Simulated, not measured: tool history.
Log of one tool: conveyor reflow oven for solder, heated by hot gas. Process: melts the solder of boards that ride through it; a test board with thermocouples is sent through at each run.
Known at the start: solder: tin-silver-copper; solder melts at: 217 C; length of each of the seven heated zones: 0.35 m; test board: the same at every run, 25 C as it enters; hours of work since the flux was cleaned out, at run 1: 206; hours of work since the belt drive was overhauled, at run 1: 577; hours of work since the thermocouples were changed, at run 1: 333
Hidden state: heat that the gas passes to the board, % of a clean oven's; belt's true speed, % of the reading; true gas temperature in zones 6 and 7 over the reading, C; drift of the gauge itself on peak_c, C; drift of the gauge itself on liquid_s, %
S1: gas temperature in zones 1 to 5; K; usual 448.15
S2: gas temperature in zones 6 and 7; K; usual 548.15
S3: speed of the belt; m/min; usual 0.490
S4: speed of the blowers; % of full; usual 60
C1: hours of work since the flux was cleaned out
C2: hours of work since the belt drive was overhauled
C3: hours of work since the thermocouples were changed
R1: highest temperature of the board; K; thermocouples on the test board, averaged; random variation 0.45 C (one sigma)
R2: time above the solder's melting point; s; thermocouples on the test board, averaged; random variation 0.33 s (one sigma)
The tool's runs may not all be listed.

run,hour,S1,S2,S3,S4,C1,C2,C3,R1,R2
1,0.0,448.15,548.15,0.490,60,206,577,333,529.35,68.0
2,23.5,448.15,548.15,0.490,60,224,595,351,529.75,68.4
3,58.4,448.15,548.15,0.490,65,250,621,377,531.55,69.5
4,88.8,448.15,548.15,0.490,65,273,644,400,530.55,69.8
5,110.2,439.15,548.15,0.490,65,289,661,416,529.75,64.5
6,149.9,439.15,548.15,0.490,65,320,691,446,529.45,65.0
7,184.9,439.15,548.15,0.490,65,346,717,473,528.65,64.6
8,202.0,439.15,562.15,0.490,65,359,730,486,540.55,72.6
# hour 236.0: flux residue cleaned out of gas plates and filters
9,247.0,439.15,562.15,0.490,65,8,761,516,543.35,74.2
# hour 270.8: belt drive overhauled, speed set with a stopwatch
10,272.8,448.15,548.15,0.490,60,25,2,533,529.65,67.6
11,310.8,448.15,548.15,0.490,60,54,30,562,530.15,67.8
12,342.8,448.15,548.15,0.490,60,78,55,586,529.05,68.0
13,381.0,448.15,548.15,0.490,60,107,84,615,530.25,67.0
14,408.9,448.15,548.15,0.490,60,128,105,636,529.75,66.7
15,432.6,450.15,548.15,0.490,60,146,123,654,528.85,67.9
16,456.2,450.15,548.15,0.490,60,164,141,672,528.95,68.0
17,477.2,450.15,548.15,0.490,60,180,157,688,528.65,68.0
18,498.0,456.15,545.15,0.490,60,196,172,704,527.25,68.8
19,530.7,447.15,545.15,0.490,60,221,197,729,525.15,64.3
20,565.2,447.15,545.15,0.490,60,247,223,755,525.15,63.8
21,591.9,439.15,554.15,0.422,71,267,244,775,540.25,83.8
22,615.7,439.15,554.15,0.432,71,285,262,793,539.65,82.0
23,644.3,439.15,554.15,0.432,71,307,284,815,539.05,81.3
24,678.9,439.15,554.15,0.432,71,333,310,841,538.35,81.4
25,705.2,439.15,554.15,0.432,71,353,330,861,538.85,81.1
26,724.1,439.15,554.15,0.427,77,367,344,875,540.55,82.8
# hour 745.1: flux residue cleaned out of gas plates and filters
27,763.9,448.15,548.15,0.455,76,14,370,902,535.25,78.7
# hour 778.6: thermocouples of zones 6 and 7 changed
28,794.5,448.15,548.15,0.455,76,36,392,12,537.65,79.9
29,812.0,448.15,548.15,0.483,64,49,405,25,531.95,71.9
30,853.6,463.15,545.15,0.416,60,81,437,57,534.55,92.8

Hidden state at the last listed run before each entry between runs and at the first one after, where it differs:
Between runs 8 and 9: flux residue cleaned out of gas plates and filters (hour 236.0)
  heat that the gas passes to the board, % of a clean oven's: 90.1 -> 99.7; belt's true speed, % of the reading: 98.56 -> 98.5; true gas temperature in zones 6 and 7 over the reading, C: -1.51 -> -1.59
  measured less the result without the state, R1: -3.40 -> -1.00 K; R2: -0.9 -> +0.6 s
Between runs 9 and 10: belt drive overhauled, speed set with a stopwatch (hour 270.8)
  heat that the gas passes to the board, % of a clean oven's: 99.7 -> 99.3; belt's true speed, % of the reading: 98.5 -> 100.08; true gas temperature in zones 6 and 7 over the reading, C: -1.59 -> -1.64
  measured less the result without the state, R1: -1.00 -> -1.60 K; R2: +0.6 -> -1.2 s
Between runs 26 and 27: flux residue cleaned out of gas plates and filters (hour 745.1)
  heat that the gas passes to the board, % of a clean oven's: 90.3 -> 98.4; belt's true speed, % of the reading: 99.45 -> 99.4; true gas temperature in zones 6 and 7 over the reading, C: -2.67 -> -2.74
  measured less the result without the state, R1: -4.40 -> -2.70 K; R2: -2.3 -> -1.1 s
Between runs 27 and 28: thermocouples of zones 6 and 7 changed (hour 778.6)
  heat that the gas passes to the board, % of a clean oven's: 98.4 -> 97.8; belt's true speed, % of the reading: 99.4 -> 99.36; true gas temperature in zones 6 and 7 over the reading, C: -2.74 -> -0.19
  measured less the result without the state, R1: -2.70 -> -0.50 K; R2: -1.1 -> +0.3 s
